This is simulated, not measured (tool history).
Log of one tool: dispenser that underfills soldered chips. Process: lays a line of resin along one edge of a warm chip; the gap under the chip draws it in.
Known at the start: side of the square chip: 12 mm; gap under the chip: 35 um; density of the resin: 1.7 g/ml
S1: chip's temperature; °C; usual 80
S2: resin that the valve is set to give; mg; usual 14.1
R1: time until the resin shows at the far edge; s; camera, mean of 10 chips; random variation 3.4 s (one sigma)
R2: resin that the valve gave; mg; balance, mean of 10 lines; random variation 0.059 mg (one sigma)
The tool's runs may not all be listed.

run	day	S1	S2	R1	R2
1	0	80	14.1	336.8	13.74
2	0.229	80	14.1	425.3	13.6
3	0.338	80	14.1	475.1	13.57
# day 0.379: new syringe of resin
4	0.55	80	14.1	404.7	13.58
5	0.696	80	14.1	476.8	13.6
# day 0.767: new syringe of resin
6	0.912	80	14.1	391.6	13.41
# day 1.146: new syringe of resin
7	1.146	71	15.4	481	14.71
8	1.308	82	18.3	350.1	17.39
9	1.5	69	12.7	791.7	11.9
# day 1.525: new syringe of resin
10	1.754	69	12.7	695.1	11.9

Forecast each of these 4 alternatives for the next run:
# day 1.896: new syringe of resin
# day 1.938: dispensing valve cleaned and set on the balance
A	2.025	73	14.1	?	?
# day 1.896: new syringe of resin
# day 1.938: dispensing valve cleaned and set on the balance
B	2.025	93	16	?	?
# day 1.896: new syringe of resin
# day 1.938: dispensing valve cleaned and set on the balance
C	2.025	91	17.8	?	?
# day 1.896: new syringe of resin
# day 1.938: dispensing valve cleaned and set on the balance
D	2.025	94	14.9	?	?

run	R1	R2
A	487.3	14.11
B	209	16.06
C	229.6	17.78
D	204.5	14.88
Without the tool's hidden state the same runs would have given:
run	R1	R2
A	461.1	14.11
B	197.3	16.06
C	216.6	17.79
D	192.9	14.89
